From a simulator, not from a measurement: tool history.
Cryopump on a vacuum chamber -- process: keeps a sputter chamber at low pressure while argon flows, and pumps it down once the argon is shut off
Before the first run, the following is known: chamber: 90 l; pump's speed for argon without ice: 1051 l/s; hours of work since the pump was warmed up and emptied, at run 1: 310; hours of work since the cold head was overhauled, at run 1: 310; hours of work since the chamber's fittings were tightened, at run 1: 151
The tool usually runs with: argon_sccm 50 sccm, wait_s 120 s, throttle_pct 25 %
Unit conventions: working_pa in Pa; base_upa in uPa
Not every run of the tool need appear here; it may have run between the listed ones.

run	day	argon_sccm	wait_s	throttle_pct	hours of work since the pump was warmed up and emptied	hours of work since the cold head was overhauled	hours of work since the chamber's fittings were tightened	working_pa	base_upa
1	0	50	120	25	310	310	151	0.3284	1.78
2	2.7	50	120	25	359	359	200	0.334	1.95
3	3.971	50	120	25	381	381	223	0.3335	2.06
4	6.688	50	120	25	430	430	271	0.3348	2.21
5	9.371	70	120	25	478	478	319	0.4721	2.38
6	11.071	70	120	25	509	509	350	0.4751	2.48
7	13.492	70	114	25	552	552	393	0.4774	2.72
8	15.588	24	114	54	589	589	430	0.0814	2.82
9	16.908	26	120	26	613	613	454	0.171	2.99
10	18.642	26	120	26	644	644	485	0.1725	3.06

Run 11, settings as shown, results not yet in. Your forecast:
11	20.929	21	120	19	685	685	526	?	?

working_pa: 0.1879 Pa
base_upa: 3.24 uPa
Without the tool's hidden state the same run would have given working_pa 0.1773 Pa, base_upa 1.27 uPa.

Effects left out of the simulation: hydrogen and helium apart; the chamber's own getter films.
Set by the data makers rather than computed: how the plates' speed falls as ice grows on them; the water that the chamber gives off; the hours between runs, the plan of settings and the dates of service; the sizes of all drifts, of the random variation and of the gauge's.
